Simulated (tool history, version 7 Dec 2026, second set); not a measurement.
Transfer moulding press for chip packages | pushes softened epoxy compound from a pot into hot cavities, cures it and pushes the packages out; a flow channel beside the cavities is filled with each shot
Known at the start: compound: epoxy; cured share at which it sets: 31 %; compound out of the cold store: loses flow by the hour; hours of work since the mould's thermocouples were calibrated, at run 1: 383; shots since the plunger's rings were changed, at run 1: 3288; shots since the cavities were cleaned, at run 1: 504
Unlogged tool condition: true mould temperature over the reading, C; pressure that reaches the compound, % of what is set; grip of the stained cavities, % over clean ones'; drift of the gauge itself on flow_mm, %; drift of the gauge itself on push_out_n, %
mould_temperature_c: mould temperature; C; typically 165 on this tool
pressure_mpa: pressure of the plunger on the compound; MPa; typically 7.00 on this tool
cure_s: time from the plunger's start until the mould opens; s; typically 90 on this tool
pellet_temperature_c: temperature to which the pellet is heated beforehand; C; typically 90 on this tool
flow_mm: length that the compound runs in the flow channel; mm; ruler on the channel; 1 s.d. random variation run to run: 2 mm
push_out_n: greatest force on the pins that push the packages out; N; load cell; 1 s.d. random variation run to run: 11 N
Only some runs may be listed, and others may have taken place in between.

| run | hour | mould_temperature_c | pressure_mpa | cure_s | pellet_temperature_c | hours of work since the mould's thermocouples were calibrated | shots since the plunger's rings were changed | shots since the cavities were cleaned | incoming compound's hours out of the cold store | flow_mm | push_out_n |
|---|---|---|---|---|---|---|---|---|---|---|---|
| 1 | 0.0 | 165 | 7.00 | 90 | 90 | 383 | 3288 | 504 | 27.8 | 604 | 811 |
| 2 | 44.3 | 165 | 7.00 | 90 | 100 | 403 | 3644 | 860 | 36.8 | 569 | 884 |
|  | 79.3 | cavities cleaned with cleaning compound and waxed |
| 3 | 82.0 | 165 | 7.00 | 90 | 100 | 419 | 3934 | 21 | 43.2 | 547 | 1035 |
|  | 101.5 | plunger's sealing rings changed |
| 4 | 132.4 | 165 | 7.00 | 90 | 100 | 441 | 247 | 405 | 9.5 | 688 | 1144 |
| 5 | 157.7 | 165 | 7.00 | 90 | 100 | 452 | 450 | 608 | 12.3 | 678 | 1108 |
| 6 | 208.1 | 161 | 7.00 | 90 | 100 | 474 | 855 | 1013 | 46.9 | 558 | 1326 |
|  | 222.8 | cavities cleaned with cleaning compound and waxed |
| 7 | 260.9 | 161 | 7.00 | 90 | 100 | 497 | 1266 | 306 | 36.9 | 592 | 900 |
| 8 | 298.0 | 168 | 7.00 | 90 | 100 | 514 | 1564 | 604 | 11.2 | 667 | 790 |
| 9 | 322.1 | 168 | 7.00 | 90 | 100 | 525 | 1757 | 797 | 38.1 | 566 | 782 |
|  | 361.8 | cavities cleaned with cleaning compound and waxed, once more |
| 10 | 363.0 | 168 | 7.00 | 90 | 100 | 542 | 2073 | 10 | 36.1 | 573 | 486 |
| 11 | 384.2 | 168 | 7.00 | 90 | 100 | 552 | 2244 | 181 | 27.0 | 602 | 594 |
| 12 | 434.2 | 165 | 7.00 | 71 | 90 | 574 | 2644 | 581 | 43.5 | 553 | 1235 |
| 13 | 457.7 | 165 | 7.00 | 71 | 90 | 584 | 2833 | 770 | 26.7 | 612 | 1490 |
|  | 503.7 | cavities cleaned with cleaning compound and waxed |
| 14 | 503.7 | 165 | 7.00 | 71 | 90 | 604 | 3190 | 0 | 45.9 | 542 | 814 |
| 15 | 527.4 | 165 | 6.57 | 71 | 88 | 615 | 3381 | 191 | 37.2 | 552 | 1058 |
| 16 | 553.0 | 165 | 6.57 | 71 | 88 | 626 | 3586 | 396 | 32.0 | 569 | 1286 |
| 17 | 595.0 | 165 | 6.57 | 71 | 88 | 645 | 3923 | 733 | 11.6 | 638 | 1583 |
|  | 614.9 | plunger's sealing rings changed |
| 18 | 637.7 | 165 | 7.00 | 71 | 86 | 663 | 182 | 1055 | 41.5 | 574 | 1579 |
|  | 650.0 | cavities cleaned with cleaning compound and waxed |
| 19 | 677.5 | 161 | 7.00 | 90 | 90 | 680 | 489 | 220 | 35.5 | 603 | 895 |
| 20 | 718.0 | 165 | 5.90 | 81 | 85 | 698 | 815 | 546 | 45.0 | 515 | 1043 |
| 21 | 767.7 | 166 | 7.00 | 82 | 82 | 720 | 1214 | 945 | 13.6 | 670 | 1187 |
|  | 784.4 | mould's thermocouples calibrated |
|  | 793.3 | cavities cleaned with cleaning compound and waxed |
| 22 | 814.4 | 171 | 7.00 | 108 | 82 | 13 | 1560 | 169 | 34.0 | 575 | 500 |
| 23 | 848.4 | 165 | 5.42 | 90 | 85 | 28 | 1833 | 442 | 20.5 | 561 | 782 |
| 24 | 895.0 | 168 | 6.38 | 90 | 90 | 49 | 2207 | 816 | 33.0 | 557 | 777 |
| 25 | 920.9 | 173 | 8.61 | 73 | 91 | 60 | 2414 | 1023 | 47.8 | 578 | 846 |
|  | 934.7 | cavities cleaned with cleaning compound and waxed |
| 26 | 946.4 | 163 | 8.03 | 77 | 87 | 71 | 2607 | 94 | 27.2 | 652 | 895 |
| 27 | 984.4 | 165 | 6.13 | 90 | 93 | 88 | 2912 | 399 | 13.0 | 618 | 748 |
| 28 | 1031.1 | 160 | 7.00 | 90 | 84 | 109 | 3286 | 773 | 25.4 | 621 | 1199 |

Pick out some run-to-run changes in flow_mm. Of each, how much would a tool without hidden state show as well, from the settings, what came in and chance, and how much is left for the hidden state and any gauge scatter not in both results compared?
Run 3 -> 4: plunger's sealing rings changed. flow_mm +141 mm: hidden state +19, all else +122.
Run 17 -> 18: pressure_mpa 6.57 -> 7.00, pellet_temperature_c 88 -> 86, plunger's sealing rings changed. flow_mm -64 mm: hidden state +25, all else -89.
Run 20 -> 21: mould_temperature_c 165 -> 166, pressure_mpa 5.90 -> 7.00, cure_s 81 -> 82, pellet_temperature_c 85 -> 82. flow_mm +155 mm: hidden state -2, all else +157.
